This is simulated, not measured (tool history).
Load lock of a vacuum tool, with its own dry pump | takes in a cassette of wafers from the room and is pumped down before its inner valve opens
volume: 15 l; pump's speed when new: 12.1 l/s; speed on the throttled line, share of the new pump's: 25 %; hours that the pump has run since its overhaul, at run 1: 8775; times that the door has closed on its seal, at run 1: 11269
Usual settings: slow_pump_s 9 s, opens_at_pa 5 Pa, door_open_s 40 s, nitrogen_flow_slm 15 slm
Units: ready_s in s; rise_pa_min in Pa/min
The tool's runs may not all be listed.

run	day	slow_pump_s	opens_at_pa	door_open_s	nitrogen_flow_slm	hours that the pump has run since its overhaul	times that the door has closed on its seal	incoming humidity of the room's air, %	ready_s	rise_pa_min
1	0	9	5	40	15	8775	11269	45.5	20.1	0.057
2	9.988	9	5	40	15	9015	12350	41.6	20.1	0.063
3	20.579	9	5	40	15	9269	13496	43.6	20.2	0.068
4	27.033	9	5	40	15	9424	14194	49.2	20.2	0.068
5	38.025	9	5	40	15	9688	15384	45.5	20.1	0.073
6	45.2	6	5	40	15	9860	16160	45.2	18.1	0.082
7	52.596	9	8	40	15	10037	16961	46.9	19.4	0.076
8	60.279	9	5	40	15	10222	17793	44.8	20.4	0.071
9	67.492	9	5	40	15	10395	18573	45.7	20.5	0.084
10	74.238	9	5	40	15	10557	19303	43.1	20.2	0.08
11	81.867	9	5	40	15	10740	20129	46.6	20.3	0.084
12	92.354	9	7	50	13	10991	21264	42.5	20.1	0.093
13	99.212	18	6	50	13	11156	22006	43.6	26.8	0.095
14	105.192	9	5	40	7	11300	22653	41.4	20.8	0.093
15	113.642	11	5	40	9	11502	23568	43.5	22.2	0.096
16	119.588	14	5	131	24	11645	24211	44.5	24.2	0.119
17	126.867	14	5	131	24	11820	24999	46.1	24.4	0.128
18	135.679	15	5	40	35	12031	25953	41.8	24.9	0.093
19	144.55	12	5	69	27	12244	26913	44.3	22.8	0.108
20	155.4	5	5	72	16	12505	28087	47	17.5	0.124
21	161.933	6	9	81	7	12661	28794	46	17.9	0.141

Some steps in ready_s between neighbouring runs. How much of each would the tool show without its hidden state too (settings, what came in, random variation), and how much is left for the hidden state, with any gauge scatter that isn't in both results?
The hidden state here: pump's speed, % of a new pump's; leak at the door's seal, Pa l/s; drift of the gauge itself on ready_s, %; drift of the gauge itself on rise_pa_min, %.
Run 12 -> 13: slow_pump_s 9 -> 18, opens_at_pa 7 -> 6. ready_s +6.7 s: hidden state -0.2, all else +6.9.
Run 13 -> 14: slow_pump_s 18 -> 9, opens_at_pa 6 -> 5, door_open_s 50 -> 40, nitrogen_flow_slm 13 -> 7. ready_s -6 s: hidden state +0.3, all else -6.3.
